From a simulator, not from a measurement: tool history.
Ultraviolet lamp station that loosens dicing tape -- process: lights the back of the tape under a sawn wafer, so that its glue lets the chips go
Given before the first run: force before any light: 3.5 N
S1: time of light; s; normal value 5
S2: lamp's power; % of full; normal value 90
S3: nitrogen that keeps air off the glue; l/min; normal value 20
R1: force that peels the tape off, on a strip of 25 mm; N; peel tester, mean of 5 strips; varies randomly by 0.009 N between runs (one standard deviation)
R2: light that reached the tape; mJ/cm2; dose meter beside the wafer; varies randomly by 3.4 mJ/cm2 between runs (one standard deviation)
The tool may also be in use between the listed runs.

{"run": 1, "hour": 0.0, "S1": 5, "S2": 90, "S3": 20, "R1": 0.517, "R2": 448}
{"run": 2, "hour": 41.8, "S1": 5, "S2": 90, "S3": 20, "R1": 0.55, "R2": 435}
{"run": 3, "hour": 81.6, "S1": 5, "S2": 90, "S3": 20, "R1": 0.534, "R2": 424}
{"run": 4, "hour": 120.5, "S1": 5, "S2": 90, "S3": 20, "R1": 0.55, "R2": 418}
{"run": 5, "hour": 158.9, "S1": 5, "S2": 90, "S3": 20, "R1": 0.616, "R2": 394}
{"run": 6, "hour": 186.7, "S1": 5, "S2": 90, "S3": 20, "R1": 0.62, "R2": 386}
{"run": 7, "hour": 224.2, "S1": 7, "S2": 90, "S3": 20, "R1": 0.379, "R2": 530}
{"run": 8, "hour": 260.5, "S1": 7, "S2": 90, "S3": 20, "R1": 0.404, "R2": 525}
{"run": 9, "hour": 292.2, "S1": 3, "S2": 90, "S3": 20, "R1": 1.317, "R2": 222}
{"run": 10, "hour": 332.8, "S1": 5, "S2": 92, "S3": 13, "R1": 0.609, "R2": 453}
{"run": 11, "hour": 358.9, "S1": 2, "S2": 90, "S3": 6, "R1": 2.02, "R2": 174}
{"run": 12, "hour": 385.4, "S1": 2, "S2": 90, "S3": 6, "R1": 1.983, "R2": 172}
{"run": 13, "hour": 424.8, "S1": 4, "S2": 90, "S3": 20, "R1": 0.737, "R2": 334}
{"run": 14, "hour": 445.4, "S1": 5, "S2": 62, "S3": 20, "R1": 0.945, "R2": 290}
{"run": 15, "hour": 474.6, "S1": 5, "S2": 62, "S3": 20, "R1": 0.929, "R2": 284}
{"run": 16, "hour": 497.6, "S1": 5, "S2": 62, "S3": 20, "R1": 0.946, "R2": 285}
{"run": 17, "hour": 540.0, "S1": 7, "S2": 62, "S3": 37, "R1": 0.511, "R2": 387}
{"run": 18, "hour": 581.2, "S1": 7, "S2": 90, "S3": 7, "R1": 0.627, "R2": 545}

Put back what was entered between runs (2 entries, withheld): which listed runs does each sit between, and how does the hidden state differ from the listed run before to the listed run after?
Logged between run 4 and run 5: window cleaned of glue's vapour (hour 150.2)
  lamp's light, % of a new lamp's: 87.1 -> 86.1; light that the window lets through, % of a clean one's: 89 -> 83.6
  what was measured, less what the result would be without the hidden state, R1: +0.178 -> +0.242 N; R2: -122 -> -153 mJ/cm2
Logged between run 9 and run 10: window cleaned of glue's vapour, once more (hour 297.9)
  lamp's light, % of a new lamp's: 83 -> 82; light that the window lets through, % of a clean one's: 81.7 -> 99
  what was measured, less what the result would be without the hidden state, R1: +0.471 -> +0.166 N; R2: -105 -> -104 mJ/cm2

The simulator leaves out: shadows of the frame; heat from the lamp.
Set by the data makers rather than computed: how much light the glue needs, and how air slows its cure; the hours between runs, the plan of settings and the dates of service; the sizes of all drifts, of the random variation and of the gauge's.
